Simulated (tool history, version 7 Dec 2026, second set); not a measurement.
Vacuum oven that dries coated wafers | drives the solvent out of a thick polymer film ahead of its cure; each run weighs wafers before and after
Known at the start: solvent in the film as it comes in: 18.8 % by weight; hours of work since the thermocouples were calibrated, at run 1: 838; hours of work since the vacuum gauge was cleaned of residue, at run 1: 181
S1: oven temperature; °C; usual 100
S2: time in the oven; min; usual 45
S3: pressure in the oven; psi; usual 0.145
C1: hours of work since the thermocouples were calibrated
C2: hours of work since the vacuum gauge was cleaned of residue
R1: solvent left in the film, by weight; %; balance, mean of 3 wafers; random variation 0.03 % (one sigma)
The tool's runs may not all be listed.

{"run": 1, "day": 0.0, "S1": 100, "S2": 45, "S3": 0.145, "C1": 838, "C2": 181, "R1": 3.64}
{"run": 2, "day": 0.683, "S1": 100, "S2": 45, "S3": 0.145, "C1": 847, "C2": 190, "R1": 3.64}
{"run": 3, "day": 1.154, "S1": 88, "S2": 45, "S3": 0.145, "C1": 854, "C2": 197, "R1": 6.91}
{"run": 4, "day": 1.788, "S1": 88, "S2": 45, "S3": 0.145, "C1": 862, "C2": 205, "R1": 6.93}
{"run": 5, "day": 2.2, "S1": 88, "S2": 45, "S3": 0.145, "C1": 867, "C2": 210, "R1": 6.91}
{"run": 6, "day": 2.608, "S1": 88, "S2": 45, "S3": 0.145, "C1": 873, "C2": 216, "R1": 6.9}
{"run": 7, "day": 3.179, "S1": 100, "S2": 59, "S3": 0.145, "C1": 880, "C2": 223, "R1": 2.44}
{"run": 8, "day": 3.604, "S1": 112, "S2": 45, "S3": 0.145, "C1": 886, "C2": 229, "R1": 1.32}
{"run": 9, "day": 4.033, "S1": 100, "S2": 45, "S3": 0.145, "C1": 892, "C2": 235, "R1": 3.65}
{"run": 10, "day": 4.5, "S1": 100, "S2": 45, "S3": 0.145, "C1": 898, "C2": 241, "R1": 3.61}
{"run": 11, "day": 4.958, "S1": 100, "S2": 42, "S3": 0.145, "C1": 904, "C2": 247, "R1": 3.99}
{"run": 12, "day": 5.458, "S1": 100, "S2": 42, "S3": 0.145, "C1": 911, "C2": 253, "R1": 3.98}
{"run": 13, "day": 5.812, "S1": 100, "S2": 42, "S3": 0.145, "C1": 915, "C2": 258, "R1": 3.91}
{"run": 14, "day": 6.454, "S1": 100, "S2": 71, "S3": 0.145, "C1": 924, "C2": 267, "R1": 1.71}
{"run": 15, "day": 6.762, "S1": 100, "S2": 71, "S3": 0.145, "C1": 928, "C2": 271, "R1": 1.74}
{"run": 16, "day": 7.433, "S1": 100, "S2": 71, "S3": 0.145, "C1": 937, "C2": 279, "R1": 1.72}
{"run": 17, "day": 7.95, "S1": 100, "S2": 71, "S3": 0.145, "C1": 943, "C2": 286, "R1": 1.72}
{"run": 18, "day": 8.342, "S1": 100, "S2": 25, "S3": 0.145, "C1": 949, "C2": 291, "R1": 6.69}
{"run": 19, "day": 8.642, "S1": 93, "S2": 65, "S3": 0.145, "C1": 952, "C2": 295, "R1": 3.55}
{"run": 20, "day": 9.171, "S1": 93, "S2": 65, "S3": 0.145, "C1": 959, "C2": 302, "R1": 3.53}
{"run": 21, "day": 9.775, "S1": 93, "S2": 65, "S3": 0.145, "C1": 967, "C2": 310, "R1": 3.58}
{"run": 22, "day": 10.412, "S1": 100, "S2": 45, "S3": 0.302, "C1": 976, "C2": 319, "R1": 3.92}
{"run": 23, "day": 10.754, "S1": 100, "S2": 45, "S3": 0.302, "C1": 980, "C2": 323, "R1": 3.95}
{"run": 24, "day": 11.304, "S1": 102, "S2": 45, "S3": 0.321, "C1": 988, "C2": 330, "R1": 3.46}
{"run": 25, "day": 11.942, "S1": 88, "S2": 73, "S3": 0.209, "C1": 996, "C2": 339, "R1": 4.49}
{"run": 26, "day": 12.271, "S1": 100, "S2": 45, "S3": 0.257, "C1": 1000, "C2": 343, "R1": 3.84}
{"run": 27, "day": 12.729, "S1": 87, "S2": 38, "S3": 0.28, "C1": 1006, "C2": 349, "R1": 8.41}
{"run": 28, "day": 13.396, "S1": 100, "S2": 72, "S3": 0.329, "C1": 1015, "C2": 358, "R1": 2.13}
{"run": 29, "day": 13.717, "S1": 100, "S2": 72, "S3": 0.329, "C1": 1019, "C2": 362, "R1": 2.16}
{"run": 30, "day": 14.242, "S1": 94, "S2": 40, "S3": 0.358, "C1": 1026, "C2": 369, "R1": 6.25}
{"run": 31, "day": 14.646, "S1": 90, "S2": 29, "S3": 0.358, "C1": 1032, "C2": 375, "R1": 9.02}

Forecast each of these 4 alternatives for the next run:
{"run": "A", "day": 14.954, "S1": 101, "S2": 29, "S3": 0.215, "C1": 1036, "C2": 379, "R1": "?"}
{"run": "B", "day": 14.954, "S1": 112, "S2": 26, "S3": 0.358, "C1": 1036, "C2": 379, "R1": "?"}
{"run": "C", "day": 14.954, "S1": 100, "S2": 33, "S3": 0.197, "C1": 1036, "C2": 379, "R1": "?"}
{"run": "D", "day": 14.954, "S1": 103, "S2": 45, "S3": 0.306, "C1": 1036, "C2": 379, "R1": "?"}

run=A R1=5.78
run=B R1=3.79
run=C R1=5.35
run=D R1=3.2
Without the tool's hidden state the same runs would have given:
run=A R1=6.11
run=B R1=4.07
run=C R1=5.68
run=D R1=3.47
